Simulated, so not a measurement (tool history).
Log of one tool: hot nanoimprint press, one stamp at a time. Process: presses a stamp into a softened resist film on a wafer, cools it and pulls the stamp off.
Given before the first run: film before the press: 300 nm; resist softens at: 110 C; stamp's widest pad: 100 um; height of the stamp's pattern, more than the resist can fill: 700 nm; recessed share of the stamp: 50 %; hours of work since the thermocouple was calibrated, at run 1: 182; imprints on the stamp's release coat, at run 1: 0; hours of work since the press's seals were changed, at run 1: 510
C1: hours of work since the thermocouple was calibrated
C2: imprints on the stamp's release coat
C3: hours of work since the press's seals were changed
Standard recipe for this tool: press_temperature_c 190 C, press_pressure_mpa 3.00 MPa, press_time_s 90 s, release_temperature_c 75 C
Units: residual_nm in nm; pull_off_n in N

{"run": 1, "hour": 0.0, "press_temperature_c": 190, "press_pressure_mpa": 3.0, "press_time_s": 90, "release_temperature_c": 75, "C1": 182, "C2": 0, "C3": 510, "residual_nm": 108.6, "pull_off_n": 231}
{"run": 2, "hour": 53.0, "press_temperature_c": 190, "press_pressure_mpa": 3.0, "press_time_s": 90, "release_temperature_c": 75, "C1": 206, "C2": 144, "C3": 533, "residual_nm": 109.0, "pull_off_n": 224}
{"run": 3, "hour": 98.6, "press_temperature_c": 190, "press_pressure_mpa": 3.0, "press_time_s": 90, "release_temperature_c": 75, "C1": 226, "C2": 267, "C3": 553, "residual_nm": 109.2, "pull_off_n": 226}
{"run": 4, "hour": 149.3, "press_temperature_c": 192, "press_pressure_mpa": 3.0, "press_time_s": 90, "release_temperature_c": 75, "C1": 248, "C2": 405, "C3": 576, "residual_nm": 99.9, "pull_off_n": 222}
{"hour": 202.6, "done": "press's hydraulic seals changed and the load cell set to zero"}
{"run": 5, "hour": 226.0, "press_temperature_c": 192, "press_pressure_mpa": 3.0, "press_time_s": 90, "release_temperature_c": 75, "C1": 279, "C2": 591, "C3": 10, "residual_nm": 98.8, "pull_off_n": 232}
{"hour": 277.6, "done": "plate thermocouple calibrated"}
{"run": 6, "hour": 304.0, "press_temperature_c": 192, "press_pressure_mpa": 3.0, "press_time_s": 90, "release_temperature_c": 75, "C1": 12, "C2": 795, "C3": 44, "residual_nm": 99.5, "pull_off_n": 225}
{"run": 7, "hour": 352.7, "press_temperature_c": 190, "press_pressure_mpa": 3.0, "press_time_s": 90, "release_temperature_c": 62, "C1": 33, "C2": 927, "C3": 65, "residual_nm": 108.8, "pull_off_n": 259}
{"run": 8, "hour": 412.3, "press_temperature_c": 190, "press_pressure_mpa": 3.0, "press_time_s": 90, "release_temperature_c": 75, "C1": 60, "C2": 1088, "C3": 92, "residual_nm": 108.1, "pull_off_n": 230}
{"hour": 450.9, "done": "stamp cleaned and given a new release coat"}
{"run": 9, "hour": 466.2, "press_temperature_c": 190, "press_pressure_mpa": 3.0, "press_time_s": 90, "release_temperature_c": 67, "C1": 81, "C2": 42, "C3": 113, "residual_nm": 108.6, "pull_off_n": 245}
{"run": 10, "hour": 499.8, "press_temperature_c": 190, "press_pressure_mpa": 3.0, "press_time_s": 90, "release_temperature_c": 67, "C1": 96, "C2": 133, "C3": 128, "residual_nm": 108.6, "pull_off_n": 244}
{"run": 11, "hour": 547.6, "press_temperature_c": 190, "press_pressure_mpa": 3.0, "press_time_s": 90, "release_temperature_c": 67, "C1": 117, "C2": 262, "C3": 149, "residual_nm": 108.5, "pull_off_n": 235}
{"run": 12, "hour": 606.6, "press_temperature_c": 190, "press_pressure_mpa": 3.0, "press_time_s": 90, "release_temperature_c": 67, "C1": 143, "C2": 422, "C3": 175, "residual_nm": 108.7, "pull_off_n": 246}
{"run": 13, "hour": 670.6, "press_temperature_c": 191, "press_pressure_mpa": 3.0, "press_time_s": 90, "release_temperature_c": 75, "C1": 172, "C2": 596, "C3": 204, "residual_nm": 103.4, "pull_off_n": 232}
{"run": 14, "hour": 731.7, "press_temperature_c": 191, "press_pressure_mpa": 3.0, "press_time_s": 90, "release_temperature_c": 75, "C1": 199, "C2": 762, "C3": 231, "residual_nm": 103.6, "pull_off_n": 231}
{"run": 15, "hour": 798.8, "press_temperature_c": 191, "press_pressure_mpa": 3.0, "press_time_s": 90, "release_temperature_c": 75, "C1": 229, "C2": 944, "C3": 261, "residual_nm": 103.2, "pull_off_n": 234}
{"run": 16, "hour": 835.5, "press_temperature_c": 191, "press_pressure_mpa": 2.39, "press_time_s": 122, "release_temperature_c": 75, "C1": 245, "C2": 1043, "C3": 277, "residual_nm": 100.1, "pull_off_n": 224}
{"hour": 893.6, "done": "stamp cleaned and given a new release coat"}
{"run": 17, "hour": 910.8, "press_temperature_c": 190, "press_pressure_mpa": 2.04, "press_time_s": 90, "release_temperature_c": 75, "C1": 276, "C2": 46, "C3": 308, "residual_nm": 127.7, "pull_off_n": 232}
{"run": 18, "hour": 953.2, "press_temperature_c": 190, "press_pressure_mpa": 3.0, "press_time_s": 90, "release_temperature_c": 77, "C1": 295, "C2": 162, "C3": 327, "residual_nm": 108.5, "pull_off_n": 229}
{"hour": 966.3, "done": "plate thermocouple calibrated"}
{"run": 19, "hour": 996.4, "press_temperature_c": 190, "press_pressure_mpa": 3.0, "press_time_s": 90, "release_temperature_c": 77, "C1": 13, "C2": 270, "C3": 344, "residual_nm": 108.4, "pull_off_n": 223}
{"run": 20, "hour": 1036.3, "press_temperature_c": 190, "press_pressure_mpa": 2.11, "press_time_s": 120, "release_temperature_c": 75, "C1": 31, "C2": 379, "C3": 362, "residual_nm": 111.6, "pull_off_n": 222}
{"run": 21, "hour": 1106.6, "press_temperature_c": 189, "press_pressure_mpa": 3.0, "press_time_s": 62, "release_temperature_c": 75, "C1": 62, "C2": 569, "C3": 393, "residual_nm": 132.4, "pull_off_n": 231}
{"run": 22, "hour": 1145.6, "press_temperature_c": 193, "press_pressure_mpa": 3.0, "press_time_s": 90, "release_temperature_c": 75, "C1": 80, "C2": 675, "C3": 411, "residual_nm": 94.1, "pull_off_n": 224}
{"run": 23, "hour": 1218.7, "press_temperature_c": 193, "press_pressure_mpa": 3.0, "press_time_s": 90, "release_temperature_c": 75, "C1": 112, "C2": 874, "C3": 443, "residual_nm": 94.4, "pull_off_n": 225}
{"run": 24, "hour": 1267.5, "press_temperature_c": 193, "press_pressure_mpa": 3.0, "press_time_s": 90, "release_temperature_c": 75, "C1": 134, "C2": 1006, "C3": 465, "residual_nm": 94.1, "pull_off_n": 224}
{"run": 25, "hour": 1306.0, "press_temperature_c": 193, "press_pressure_mpa": 3.0, "press_time_s": 90, "release_temperature_c": 75, "C1": 151, "C2": 1110, "C3": 482, "residual_nm": 94.4, "pull_off_n": 233}
{"hour": 1340.1, "done": "stamp cleaned and given a new release coat"}
{"run": 26, "hour": 1349.0, "press_temperature_c": 193, "press_pressure_mpa": 3.0, "press_time_s": 90, "release_temperature_c": 75, "C1": 167, "C2": 24, "C3": 498, "residual_nm": 93.8, "pull_off_n": 214}
{"run": 27, "hour": 1386.0, "press_temperature_c": 183, "press_pressure_mpa": 3.0, "press_time_s": 90, "release_temperature_c": 75, "C1": 184, "C2": 124, "C3": 515, "residual_nm": 147.4, "pull_off_n": 238}
{"run": 28, "hour": 1452.7, "press_temperature_c": 200, "press_pressure_mpa": 3.31, "press_time_s": 90, "release_temperature_c": 75, "C1": 213, "C2": 305, "C3": 544, "residual_nm": 66.5, "pull_off_n": 237}
{"run": 29, "hour": 1490.5, "press_temperature_c": 200, "press_pressure_mpa": 3.31, "press_time_s": 90, "release_temperature_c": 75, "C1": 230, "C2": 408, "C3": 561, "residual_nm": 66.0, "pull_off_n": 224}

4 options for the next run, each taken on its own from the tool as it stands now. Forecast them:
{"run": "A", "hour": 1561.4, "press_temperature_c": 189, "press_pressure_mpa": 3.31, "press_time_s": 82, "release_temperature_c": 75, "C1": 262, "C2": 600, "C3": 593, "residual_nm": "?", "pull_off_n": "?"}
{"run": "B", "hour": 1561.4, "press_temperature_c": 190, "press_pressure_mpa": 3.0, "press_time_s": 140, "release_temperature_c": 75, "C1": 262, "C2": 600, "C3": 593, "residual_nm": "?", "pull_off_n": "?"}
{"run": "C", "hour": 1561.4, "press_temperature_c": 183, "press_pressure_mpa": 3.0, "press_time_s": 90, "release_temperature_c": 69, "C1": 262, "C2": 600, "C3": 593, "residual_nm": "?", "pull_off_n": "?"}
{"run": "D", "hour": 1561.4, "press_temperature_c": 185, "press_pressure_mpa": 3.31, "press_time_s": 132, "release_temperature_c": 67, "C1": 262, "C2": 600, "C3": 593, "residual_nm": "?", "pull_off_n": "?"}

run=A residual_nm=112.8 pull_off_n=226
run=B residual_nm=88.7 pull_off_n=226
run=C residual_nm=147.4 pull_off_n=248
run=D residual_nm=110.5 pull_off_n=257
Take away the tool's hidden state, keep each run's random variation, and the runs would have read:
run=A residual_nm=114.2 pull_off_n=224
run=B residual_nm=89.8 pull_off_n=225
run=C residual_nm=149.3 pull_off_n=246
run=D residual_nm=111.9 pull_off_n=255

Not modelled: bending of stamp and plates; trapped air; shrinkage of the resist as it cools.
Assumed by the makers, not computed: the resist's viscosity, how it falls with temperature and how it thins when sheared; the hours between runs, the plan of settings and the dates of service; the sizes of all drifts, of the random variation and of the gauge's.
